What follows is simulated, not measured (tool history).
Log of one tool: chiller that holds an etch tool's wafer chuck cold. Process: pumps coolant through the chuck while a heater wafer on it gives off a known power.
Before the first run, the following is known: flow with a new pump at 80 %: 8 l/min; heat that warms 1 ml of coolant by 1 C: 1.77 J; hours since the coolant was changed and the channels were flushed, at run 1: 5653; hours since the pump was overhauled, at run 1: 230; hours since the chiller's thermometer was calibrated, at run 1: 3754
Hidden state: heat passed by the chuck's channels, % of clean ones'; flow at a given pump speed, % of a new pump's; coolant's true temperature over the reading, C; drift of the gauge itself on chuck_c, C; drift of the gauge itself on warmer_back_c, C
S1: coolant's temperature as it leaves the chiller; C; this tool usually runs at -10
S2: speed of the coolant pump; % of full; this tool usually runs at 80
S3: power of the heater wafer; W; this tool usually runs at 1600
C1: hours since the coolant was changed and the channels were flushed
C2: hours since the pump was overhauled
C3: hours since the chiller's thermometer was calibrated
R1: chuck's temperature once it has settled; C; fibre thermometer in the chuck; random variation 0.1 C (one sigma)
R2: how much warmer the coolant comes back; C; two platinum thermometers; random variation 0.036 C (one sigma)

{"run": 1, "hour": 0.0, "S1": -10, "S2": 80, "S3": 1600, "C1": 5653, "C2": 230, "C3": 3754, "R1": 3.6, "R2": 6.8}
{"run": 2, "hour": 158.0, "S1": -10, "S2": 80, "S3": 1600, "C1": 5811, "C2": 389, "C3": 3912, "R1": 3.7, "R2": 6.8}
{"run": 3, "hour": 306.4, "S1": -10, "S2": 80, "S3": 1600, "C1": 5959, "C2": 537, "C3": 4060, "R1": 3.7, "R2": 6.82}
{"run": 4, "hour": 427.6, "S1": -13, "S2": 80, "S3": 1600, "C1": 6080, "C2": 658, "C3": 4181, "R1": 0.8, "R2": 6.85}
{"run": 5, "hour": 513.8, "S1": -13, "S2": 80, "S3": 1600, "C1": 6166, "C2": 744, "C3": 4267, "R1": 0.8, "R2": 6.81}
{"run": 6, "hour": 624.8, "S1": -13, "S2": 80, "S3": 1600, "C1": 6277, "C2": 855, "C3": 4378, "R1": 0.6, "R2": 6.81}
{"run": 7, "hour": 717.4, "S1": -10, "S2": 80, "S3": 1600, "C1": 6370, "C2": 948, "C3": 4471, "R1": 3.7, "R2": 6.81}
{"run": 8, "hour": 801.2, "S1": -10, "S2": 80, "S3": 1600, "C1": 6454, "C2": 1032, "C3": 4555, "R1": 3.6, "R2": 6.9}
{"run": 9, "hour": 899.2, "S1": -10, "S2": 80, "S3": 1600, "C1": 6552, "C2": 1130, "C3": 4653, "R1": 3.6, "R2": 6.85}
{"run": 10, "hour": 1006.1, "S1": -10, "S2": 80, "S3": 1600, "C1": 6659, "C2": 1237, "C3": 4760, "R1": 3.6, "R2": 6.83}
{"run": 11, "hour": 1126.8, "S1": -10, "S2": 80, "S3": 1600, "C1": 6779, "C2": 1357, "C3": 4880, "R1": 3.8, "R2": 6.82}
{"run": 12, "hour": 1299.1, "S1": -10, "S2": 80, "S3": 1600, "C1": 6952, "C2": 1530, "C3": 5053, "R1": 3.6, "R2": 6.77}
{"run": 13, "hour": 1393.1, "S1": -10, "S2": 80, "S3": 1600, "C1": 7046, "C2": 1624, "C3": 5147, "R1": 3.5, "R2": 6.83}
{"hour": 1449.5, "done": "chiller's thermometer calibrated"}
{"run": 14, "hour": 1582.8, "S1": -10, "S2": 80, "S3": 1600, "C1": 7234, "C2": 1812, "C3": 133, "R1": 3.7, "R2": 6.88}
{"run": 15, "hour": 1786.1, "S1": -10, "S2": 80, "S3": 1687, "C1": 7438, "C2": 2016, "C3": 337, "R1": 4.3, "R2": 7.21}
{"run": 16, "hour": 1942.8, "S1": -10, "S2": 80, "S3": 1600, "C1": 7594, "C2": 2172, "C3": 493, "R1": 3.7, "R2": 6.91}
{"run": 17, "hour": 2114.0, "S1": -10, "S2": 80, "S3": 1600, "C1": 7766, "C2": 2343, "C3": 665, "R1": 3.7, "R2": 6.89}
{"run": 18, "hour": 2261.8, "S1": -10, "S2": 98, "S3": 933, "C1": 7913, "C2": 2491, "C3": 812, "R1": -3.0, "R2": 3.29}
{"run": 19, "hour": 2436.7, "S1": -1, "S2": 68, "S3": 933, "C1": 8088, "C2": 2666, "C3": 987, "R1": 8.0, "R2": 4.96}
{"run": 20, "hour": 2589.0, "S1": -1, "S2": 86, "S3": 933, "C1": 8241, "C2": 2818, "C3": 1139, "R1": 6.4, "R2": 3.78}
{"run": 21, "hour": 2766.3, "S1": -6, "S2": 98, "S3": 1440, "C1": 8418, "C2": 2996, "C3": 1317, "R1": 4.8, "R2": 5.13}
{"run": 22, "hour": 2904.4, "S1": -6, "S2": 98, "S3": 1440, "C1": 8556, "C2": 3134, "C3": 1455, "R1": 4.8, "R2": 5.11}
{"hour": 3046.9, "done": "coolant changed, channels flushed"}
{"run": 23, "hour": 3107.1, "S1": -13, "S2": 65, "S3": 1248, "C1": 60, "C2": 3331, "C3": 1652, "R1": -0.6, "R2": 6.8}
{"run": 24, "hour": 3268.0, "S1": -16, "S2": 89, "S3": 1717, "C1": 221, "C2": 3491, "C3": 1812, "R1": -2.3, "R2": 6.61}
{"run": 25, "hour": 3458.2, "S1": -3, "S2": 77, "S3": 2026, "C1": 411, "C2": 3682, "C3": 2003, "R1": 14.8, "R2": 9.11}
{"run": 26, "hour": 3579.5, "S1": -12, "S2": 83, "S3": 1600, "C1": 533, "C2": 3803, "C3": 2124, "R1": 1.4, "R2": 6.67}
{"run": 27, "hour": 3747.3, "S1": -10, "S2": 99, "S3": 1600, "C1": 700, "C2": 3971, "C3": 2292, "R1": 1.8, "R2": 5.56}
{"run": 28, "hour": 3935.0, "S1": -1, "S2": 80, "S3": 1600, "C1": 888, "C2": 4158, "C3": 2480, "R1": 12.6, "R2": 6.97}
{"run": 29, "hour": 4069.0, "S1": -13, "S2": 72, "S3": 1426, "C1": 1022, "C2": 4292, "C3": 2614, "R1": 0.1, "R2": 6.98}
{"hour": 4123.9, "done": "gauge calibrated"}
{"run": 30, "hour": 4203.9, "S1": -13, "S2": 69, "S3": 979, "C1": 1157, "C2": 4427, "C3": 2748, "R1": -3.8, "R2": 4.89}
{"run": 31, "hour": 4363.6, "S1": -5, "S2": 69, "S3": 1261, "C1": 1317, "C2": 4587, "C3": 2908, "R1": 7.1, "R2": 6.23}
{"run": 32, "hour": 4516.2, "S1": -5, "S2": 69, "S3": 1261, "C1": 1469, "C2": 4740, "C3": 3061, "R1": 7.0, "R2": 6.32}

Some steps in R2, run to run, broken into two amounts with sign: the step expected even without the hidden condition (settings, incoming material, random variation), and the rest, left for the hidden condition together with whatever gauge scatter is not in both the measured and the hidden-condition-free result:
Run 14 -> 15: S3 1600 -> 1687. R2 +0.33 C: hidden state +0.02, all else +0.31.
Run 17 -> 18: S2 80 -> 98, S3 1600 -> 933. R2 -3.60 C: hidden state +0.01, all else -3.61.
Run 21 -> 22: settings left as they were, no log entry in between. R2 -0.02 C: hidden state +0.02, all else -0.04.
Run 24 -> 25: S1 -16 -> -3, S2 89 -> 77, S3 1717 -> 2026. R2 +2.50 C: hidden state +0.01, all else +2.49.
Run 25 -> 26: S1 -3 -> -12, S2 77 -> 83, S3 2026 -> 1600. R2 -2.44 C: hidden state +0.01, all else -2.45.
Run 29 -> 30: S2 72 -> 69, S3 1426 -> 979, gauge calibrated. R2 -2.09 C: hidden state -0.20, all else -1.89.
